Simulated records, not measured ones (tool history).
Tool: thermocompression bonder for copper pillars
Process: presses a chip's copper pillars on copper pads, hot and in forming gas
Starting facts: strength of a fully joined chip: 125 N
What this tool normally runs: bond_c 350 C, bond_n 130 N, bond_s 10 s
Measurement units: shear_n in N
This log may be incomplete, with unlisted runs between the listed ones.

{"run": 1, "hour": 0.0, "bond_c": 350, "bond_n": 130, "bond_s": 10, "shear_n": 54.7}
{"run": 2, "hour": 9.5, "bond_c": 350, "bond_n": 85, "bond_s": 10, "shear_n": 40.7}
{"run": 3, "hour": 18.8, "bond_c": 350, "bond_n": 130, "bond_s": 15, "shear_n": 62.9}
{"run": 4, "hour": 25.7, "bond_c": 350, "bond_n": 130, "bond_s": 15, "shear_n": 62.6}
{"run": 5, "hour": 35.4, "bond_c": 350, "bond_n": 130, "bond_s": 10, "shear_n": 53.8}
{"run": 6, "hour": 42.4, "bond_c": 350, "bond_n": 130, "bond_s": 10, "shear_n": 54.2}
{"run": 7, "hour": 51.1, "bond_c": 350, "bond_n": 130, "bond_s": 10, "shear_n": 54.1}
{"run": 8, "hour": 56.5, "bond_c": 350, "bond_n": 130, "bond_s": 10, "shear_n": 53.7}
{"run": 9, "hour": 62.0, "bond_c": 350, "bond_n": 130, "bond_s": 10, "shear_n": 53.8}
{"hour": 66.4, "done": "forming gas filter changed"}
{"run": 10, "hour": 69.1, "bond_c": 361, "bond_n": 130, "bond_s": 10, "shear_n": 60.3}
{"run": 11, "hour": 75.2, "bond_c": 361, "bond_n": 130, "bond_s": 10, "shear_n": 60.5}
{"run": 12, "hour": 80.0, "bond_c": 361, "bond_n": 130, "bond_s": 10, "shear_n": 60.5}
{"run": 13, "hour": 89.3, "bond_c": 361, "bond_n": 130, "bond_s": 10, "shear_n": 60.4}
{"run": 14, "hour": 94.9, "bond_c": 361, "bond_n": 130, "bond_s": 10, "shear_n": 60.7}
{"run": 15, "hour": 103.4, "bond_c": 361, "bond_n": 130, "bond_s": 10, "shear_n": 60.6}
{"run": 16, "hour": 109.9, "bond_c": 350, "bond_n": 130, "bond_s": 10, "shear_n": 53.9}
{"run": 17, "hour": 118.0, "bond_c": 350, "bond_n": 132, "bond_s": 10, "shear_n": 55.0}
{"run": 18, "hour": 123.0, "bond_c": 349, "bond_n": 147, "bond_s": 9, "shear_n": 55.6}
{"run": 19, "hour": 128.3, "bond_c": 325, "bond_n": 174, "bond_s": 7, "shear_n": 42.7}
{"run": 20, "hour": 132.5, "bond_c": 360, "bond_n": 130, "bond_s": 10, "shear_n": 60.3}
{"run": 21, "hour": 139.0, "bond_c": 360, "bond_n": 130, "bond_s": 10, "shear_n": 59.9}
{"run": 22, "hour": 144.8, "bond_c": 363, "bond_n": 87, "bond_s": 5, "shear_n": 36.3}
{"run": 23, "hour": 153.9, "bond_c": 363, "bond_n": 87, "bond_s": 5, "shear_n": 36.3}
{"run": 24, "hour": 163.4, "bond_c": 363, "bond_n": 87, "bond_s": 5, "shear_n": 36.7}
{"run": 25, "hour": 170.3, "bond_c": 350, "bond_n": 120, "bond_s": 10, "shear_n": 51.3}
{"run": 26, "hour": 174.7, "bond_c": 324, "bond_n": 151, "bond_s": 9, "shear_n": 42.6}
{"run": 27, "hour": 183.9, "bond_c": 350, "bond_n": 122, "bond_s": 9, "shear_n": 50.0}

Estimate the outcome of run 28 from the log above:
{"run": 28, "hour": 191.5, "bond_c": 350, "bond_n": 122, "bond_s": 9, "shear_n": "?"}

Run 28 measured shear_n 50.3 N.
On a tool with no hidden condition, and with the same random variation, this run would have come out at shear_n 50.4 N.
